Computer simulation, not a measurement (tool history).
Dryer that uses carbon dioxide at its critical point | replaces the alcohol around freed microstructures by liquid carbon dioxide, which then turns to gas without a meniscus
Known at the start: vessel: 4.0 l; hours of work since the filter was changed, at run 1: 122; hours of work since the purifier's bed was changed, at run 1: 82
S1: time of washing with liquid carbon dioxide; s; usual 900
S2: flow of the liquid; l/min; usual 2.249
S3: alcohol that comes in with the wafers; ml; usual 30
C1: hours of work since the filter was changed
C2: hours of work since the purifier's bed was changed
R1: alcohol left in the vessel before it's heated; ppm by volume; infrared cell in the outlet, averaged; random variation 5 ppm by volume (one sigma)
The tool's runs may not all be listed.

run 1 hour=0.0 | S1=900 S2=2.249 S3=30 | C1=122 C2=82 | R1=49
run 2 hour=16.1 | S1=900 S2=2.249 S3=30 | C1=129 C2=90 | R1=50
run 3 hour=27.4 | S1=1140 S2=2.249 S3=30 | C1=135 C2=95 | R1=29
run 4 hour=41.9 | S1=1140 S2=1.900 S3=30 | C1=142 C2=102 | R1=39
run 5 hour=55.4 | S1=960 S2=2.249 S3=30 | C1=148 C2=108 | R1=45
run 6 hour=70.4 | S1=960 S2=2.249 S3=30 | C1=155 C2=115 | R1=58
run 7 hour=81.9 | S1=900 S2=2.710 S3=30 | C1=160 C2=120 | R1=47
run 8 hour=94.5 | S1=660 S2=2.249 S3=30 | C1=166 C2=126 | R1=145
-- hour=97.3 inlet filter changed
run 9 hour=111.0 | S1=660 S2=2.249 S3=30 | C1=6 C2=133 | R1=104
run 10 hour=118.0 | S1=660 S2=2.249 S3=30 | C1=10 C2=137 | R1=108
run 11 hour=133.8 | S1=660 S2=2.249 S3=30 | C1=17 C2=144 | R1=104
run 12 hour=148.5 | S1=660 S2=2.249 S3=30 | C1=24 C2=151 | R1=122
run 13 hour=157.0 | S1=660 S2=2.249 S3=30 | C1=28 C2=155 | R1=112
run 14 hour=165.2 | S1=660 S2=2.249 S3=30 | C1=32 C2=158 | R1=119
run 15 hour=179.3 | S1=660 S2=2.249 S3=30 | C1=38 C2=165 | R1=122
run 16 hour=193.1 | S1=900 S2=2.249 S3=30 | C1=45 C2=171 | R1=68
run 17 hour=209.8 | S1=900 S2=2.249 S3=30 | C1=52 C2=179 | R1=70
run 18 hour=218.0 | S1=900 S2=2.249 S3=30 | C1=56 C2=183 | R1=65
run 19 hour=233.0 | S1=900 S2=2.249 S3=30 | C1=63 C2=190 | R1=68
run 20 hour=241.0 | S1=660 S2=2.249 S3=31 | C1=67 C2=194 | R1=142
run 21 hour=256.8 | S1=660 S2=2.249 S3=37 | C1=74 C2=201 | R1=153
run 22 hour=270.5 | S1=660 S2=1.660 S3=68 | C1=81 C2=207 | R1=673
run 23 hour=279.3 | S1=660 S2=1.660 S3=68 | C1=85 C2=212 | R1=670
run 24 hour=291.4 | S1=960 S2=2.249 S3=30 | C1=90 C2=217 | R1=69
run 25 hour=306.1 | S1=960 S2=2.249 S3=30 | C1=97 C2=224 | R1=74
run 26 hour=317.2 | S1=960 S2=2.249 S3=30 | C1=102 C2=229 | R1=80
run 27 hour=325.6 | S1=960 S2=2.249 S3=30 | C1=106 C2=233 | R1=79
run 28 hour=339.2 | S1=960 S2=1.380 S3=22 | C1=113 C2=239 | R1=177
run 29 hour=347.7 | S1=1020 S2=1.600 S3=38 | C1=117 C2=243 | R1=153
run 30 hour=359.7 | S1=780 S2=1.850 S3=30 | C1=122 C2=249 | R1=170
run 31 hour=376.0 | S1=960 S2=3.480 S3=60 | C1=130 C2=257 | R1=64
run 32 hour=388.1 | S1=720 S2=3.480 S3=84 | C1=135 C2=262 | R1=84
run 33 hour=404.0 | S1=720 S2=3.480 S3=31 | C1=143 C2=270 | R1=91
run 34 hour=417.9 | S1=900 S2=3.030 S3=26 | C1=149 C2=276 | R1=82
run 35 hour=429.0 | S1=900 S2=1.860 S3=21 | C1=154 C2=281 | R1=123

5 ways to go on from here, each from the tool as it stands after run 35. What would each give?
run A hour=444.2 | S1=1320 S2=2.210 S3=103 | C1=161 C2=288 | R1=?
run B hour=444.2 | S1=900 S2=2.249 S3=25 | C1=161 C2=288 | R1=?
run C hour=444.2 | S1=900 S2=2.249 S3=30 | C1=161 C2=288 | R1=?
run D hour=444.2 | S1=660 S2=2.860 S3=23 | C1=161 C2=288 | R1=?
run E hour=444.2 | S1=900 S2=1.520 S3=24 | C1=161 C2=288 | R1=?

run=A R1=92
run=B R1=93
run=C R1=102
run=D R1=101
run=E R1=201
Without the tool's hidden state the same runs would have given:
run=A R1=13
run=B R1=12
run=C R1=18
run=D R1=15
run=E R1=85
